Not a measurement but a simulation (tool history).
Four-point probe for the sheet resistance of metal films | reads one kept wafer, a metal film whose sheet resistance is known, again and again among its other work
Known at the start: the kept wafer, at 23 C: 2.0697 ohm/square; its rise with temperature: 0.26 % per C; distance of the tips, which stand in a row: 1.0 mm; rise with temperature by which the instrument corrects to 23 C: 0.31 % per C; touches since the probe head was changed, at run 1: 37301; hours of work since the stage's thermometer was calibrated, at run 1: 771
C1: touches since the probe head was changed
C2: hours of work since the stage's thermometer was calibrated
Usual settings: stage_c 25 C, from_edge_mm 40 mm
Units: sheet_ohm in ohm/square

{"run": 1, "hour": 0.0, "stage_c": 25, "from_edge_mm": 40, "C1": 37301, "C2": 771, "sheet_ohm": 2.065342}
{"run": 2, "hour": 36.6, "stage_c": 25, "from_edge_mm": 40, "C1": 38654, "C2": 792, "sheet_ohm": 2.06442}
{"run": 3, "hour": 70.8, "stage_c": 25, "from_edge_mm": 40, "C1": 39920, "C2": 812, "sheet_ohm": 2.063403}
{"run": 4, "hour": 106.3, "stage_c": 25, "from_edge_mm": 40, "C1": 41237, "C2": 832, "sheet_ohm": 2.063627}
{"run": 5, "hour": 143.1, "stage_c": 25, "from_edge_mm": 40, "C1": 42597, "C2": 853, "sheet_ohm": 2.063365}
{"run": 6, "hour": 180.0, "stage_c": 25, "from_edge_mm": 40, "C1": 43965, "C2": 874, "sheet_ohm": 2.06238}
{"run": 7, "hour": 231.6, "stage_c": 25, "from_edge_mm": 40, "C1": 45873, "C2": 904, "sheet_ohm": 2.062775}
{"run": 8, "hour": 260.4, "stage_c": 25, "from_edge_mm": 40, "C1": 46939, "C2": 920, "sheet_ohm": 2.062678}
{"run": 9, "hour": 292.3, "stage_c": 25, "from_edge_mm": 21, "C1": 48122, "C2": 939, "sheet_ohm": 2.06457}
{"run": 10, "hour": 330.9, "stage_c": 25, "from_edge_mm": 21, "C1": 49549, "C2": 961, "sheet_ohm": 2.063548}
{"run": 11, "hour": 370.8, "stage_c": 25, "from_edge_mm": 21, "C1": 51028, "C2": 983, "sheet_ohm": 2.063317}
{"run": 12, "hour": 393.9, "stage_c": 25, "from_edge_mm": 40, "C1": 51881, "C2": 997, "sheet_ohm": 2.06146}
{"run": 13, "hour": 420.4, "stage_c": 25, "from_edge_mm": 40, "C1": 52862, "C2": 1012, "sheet_ohm": 2.061196}
{"run": 14, "hour": 456.7, "stage_c": 25, "from_edge_mm": 40, "C1": 54206, "C2": 1032, "sheet_ohm": 2.060662}
{"run": 15, "hour": 508.9, "stage_c": 25, "from_edge_mm": 40, "C1": 56139, "C2": 1062, "sheet_ohm": 2.060743}
{"run": 16, "hour": 561.3, "stage_c": 25, "from_edge_mm": 40, "C1": 58078, "C2": 1092, "sheet_ohm": 2.059508}
{"run": 17, "hour": 597.5, "stage_c": 25, "from_edge_mm": 7, "C1": 59416, "C2": 1113, "sheet_ohm": 2.08101}
{"run": 18, "hour": 622.3, "stage_c": 25, "from_edge_mm": 7, "C1": 60336, "C2": 1127, "sheet_ohm": 2.081052}
{"run": 19, "hour": 667.3, "stage_c": 25, "from_edge_mm": 40, "C1": 62000, "C2": 1153, "sheet_ohm": 2.058621}
{"run": 20, "hour": 703.3, "stage_c": 25, "from_edge_mm": 40, "C1": 63335, "C2": 1173, "sheet_ohm": 2.058276}
{"run": 21, "hour": 741.4, "stage_c": 25, "from_edge_mm": 40, "C1": 64746, "C2": 1195, "sheet_ohm": 2.058057}
{"run": 22, "hour": 775.4, "stage_c": 25, "from_edge_mm": 40, "C1": 66003, "C2": 1215, "sheet_ohm": 2.05783}
{"run": 23, "hour": 808.2, "stage_c": 25, "from_edge_mm": 40, "C1": 67219, "C2": 1233, "sheet_ohm": 2.058229}
{"run": 24, "hour": 840.0, "stage_c": 32, "from_edge_mm": 12, "C1": 68393, "C2": 1252, "sheet_ohm": 2.056363}
{"run": 25, "hour": 870.8, "stage_c": 32, "from_edge_mm": 5, "C1": 69533, "C2": 1269, "sheet_ohm": 2.092875}
{"run": 26, "hour": 909.7, "stage_c": 32, "from_edge_mm": 5, "C1": 70975, "C2": 1291, "sheet_ohm": 2.092224}
{"run": 27, "hour": 943.6, "stage_c": 24, "from_edge_mm": 40, "C1": 72229, "C2": 1311, "sheet_ohm": 2.057262}
{"run": 28, "hour": 972.7, "stage_c": 24, "from_edge_mm": 40, "C1": 73308, "C2": 1327, "sheet_ohm": 2.058152}
{"run": 29, "hour": 995.9, "stage_c": 22, "from_edge_mm": 72, "C1": 74165, "C2": 1341, "sheet_ohm": 2.059301}
{"run": 30, "hour": 1018.9, "stage_c": 24, "from_edge_mm": 24, "C1": 75017, "C2": 1354, "sheet_ohm": 2.058427}
{"run": 31, "hour": 1043.0, "stage_c": 34, "from_edge_mm": 27, "C1": 75908, "C2": 1368, "sheet_ohm": 2.046896}
{"run": 32, "hour": 1074.5, "stage_c": 34, "from_edge_mm": 27, "C1": 77073, "C2": 1386, "sheet_ohm": 2.046953}
{"run": 33, "hour": 1126.2, "stage_c": 19, "from_edge_mm": 75, "C1": 78990, "C2": 1415, "sheet_ohm": 2.060995}
{"run": 34, "hour": 1161.1, "stage_c": 19, "from_edge_mm": 22, "C1": 80281, "C2": 1435, "sheet_ohm": 2.062929}
{"run": 35, "hour": 1200.0, "stage_c": 26, "from_edge_mm": 22, "C1": 81721, "C2": 1457, "sheet_ohm": 2.055701}
{"run": 36, "hour": 1251.3, "stage_c": 31, "from_edge_mm": 22, "C1": 83618, "C2": 1487, "sheet_ohm": 2.04938}
{"run": 37, "hour": 1285.0, "stage_c": 31, "from_edge_mm": 22, "C1": 84867, "C2": 1506, "sheet_ohm": 2.049897}
{"run": 38, "hour": 1328.4, "stage_c": 23, "from_edge_mm": 67, "C1": 86473, "C2": 1531, "sheet_ohm": 2.054727}
{"run": 39, "hour": 1373.9, "stage_c": 25, "from_edge_mm": 3, "C1": 88157, "C2": 1557, "sheet_ohm": 2.166943}
{"run": 40, "hour": 1408.7, "stage_c": 20, "from_edge_mm": 3, "C1": 89447, "C2": 1577, "sheet_ohm": 2.172725}
{"run": 41, "hour": 1450.9, "stage_c": 20, "from_edge_mm": 3, "C1": 91009, "C2": 1601, "sheet_ohm": 2.172375}
{"run": 42, "hour": 1474.4, "stage_c": 26, "from_edge_mm": 3, "C1": 91877, "C2": 1614, "sheet_ohm": 2.165365}
{"run": 43, "hour": 1513.5, "stage_c": 25, "from_edge_mm": 3, "C1": 93323, "C2": 1637, "sheet_ohm": 2.166542}
{"run": 44, "hour": 1542.3, "stage_c": 18, "from_edge_mm": 19, "C1": 94389, "C2": 1653, "sheet_ohm": 2.061575}
{"run": 45, "hour": 1570.3, "stage_c": 18, "from_edge_mm": 19, "C1": 95426, "C2": 1669, "sheet_ohm": 2.061078}

Some steps in sheet_ohm between neighbouring runs. How much of each would the tool show without its hidden state too (settings, what came in, random variation), and how much is left for the hidden state, with any gauge scatter that isn't in both results?
The hidden state here: inner tips' distance over the nominal, %; tips' flats over new ones', %; wafer's true temperature over the reading, C; drift of the gauge itself on sheet_ohm, %.
Run 24 -> 25: from_edge_mm 12 -> 5. sheet_ohm +0.036512 ohm/square: hidden state -0.000438, all else +0.036950.
Run 32 -> 33: stage_c 34 -> 19, from_edge_mm 27 -> 75. sheet_ohm +0.014042 ohm/square: hidden state -0.000626, all else +0.014668.
Run 38 -> 39: stage_c 23 -> 25, from_edge_mm 67 -> 3. sheet_ohm +0.112216 ohm/square: hidden state -0.001133, all else +0.113349.
Run 43 -> 44: stage_c 25 -> 18, from_edge_mm 3 -> 19. sheet_ohm -0.104967 ohm/square: hidden state +0.000474, all else -0.105441.
